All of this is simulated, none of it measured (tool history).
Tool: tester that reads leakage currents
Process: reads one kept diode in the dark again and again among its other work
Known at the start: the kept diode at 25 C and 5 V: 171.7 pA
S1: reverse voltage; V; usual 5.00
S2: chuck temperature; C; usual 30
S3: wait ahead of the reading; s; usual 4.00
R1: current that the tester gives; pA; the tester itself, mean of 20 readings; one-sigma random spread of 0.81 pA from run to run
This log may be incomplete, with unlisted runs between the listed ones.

run	day	S1	S2	S3	R1
1	0.000	5.00	30	4.00	304.51
2	2.129	5.00	30	4.00	304.99
3	3.625	5.00	30	4.00	307.50
4	4.692	5.00	30	4.00	305.22
5	6.725	5.00	30	4.00	307.96
6	8.200	5.00	30	4.00	308.48
# day 9.050: chuck's temperature calibrated
7	10.404	5.00	30	4.00	278.48
8	12.067	5.00	30	4.00	278.83
9	13.700	5.00	30	4.00	279.40
10	15.858	5.00	30	4.00	279.40
11	17.525	5.00	30	4.00	280.51
12	19.333	5.00	30	4.00	280.61
13	20.746	5.00	30	4.00	281.47
14	22.696	8.55	30	4.00	351.54
15	24.983	5.00	30	4.00	283.32
16	26.508	5.00	23	4.00	155.90
17	28.692	1.82	30	4.00	193.49
18	30.971	1.82	30	4.00	193.13
19	32.883	1.82	30	4.00	193.07
20	34.554	1.82	30	4.00	195.04
21	35.808	1.82	30	4.00	193.78
22	37.850	12.68	30	4.00	420.99
# day 38.158: probe card cleaned and baked
23	39.688	12.68	21	0.42	210.06
24	41.271	5.90	38	4.00	607.45
25	42.700	5.90	38	4.00	609.82
26	45.117	5.90	38	4.00	613.34
27	46.696	1.13	30	5.35	164.95
# day 48.138: probe card cleaned and baked, once more
28	48.412	9.29	31	5.09	395.54
29	49.638	5.00	52	2.03	1726.52
30	51.683	5.00	30	1.35	288.97
31	52.712	5.00	30	1.35	288.13
32	54.433	5.00	30	1.35	288.33
33	56.008	5.00	30	0.56	291.02
34	57.354	6.16	51	3.25	1728.81
35	58.754	6.16	51	3.25	1744.56

3 ways to go on from here, each from the tool as it stands after run 35. What would each give?
A	60.554	1.94	47	0.74	?
B	60.554	6.16	43	3.25	?
C	60.554	4.03	50	3.25	?

run	R1
A	828.03
B	936.68
C	1376.60
Without the tool's unlogged condition, the same runs would have read:
run	R1
A	772.78
B	871.86
C	1286.27

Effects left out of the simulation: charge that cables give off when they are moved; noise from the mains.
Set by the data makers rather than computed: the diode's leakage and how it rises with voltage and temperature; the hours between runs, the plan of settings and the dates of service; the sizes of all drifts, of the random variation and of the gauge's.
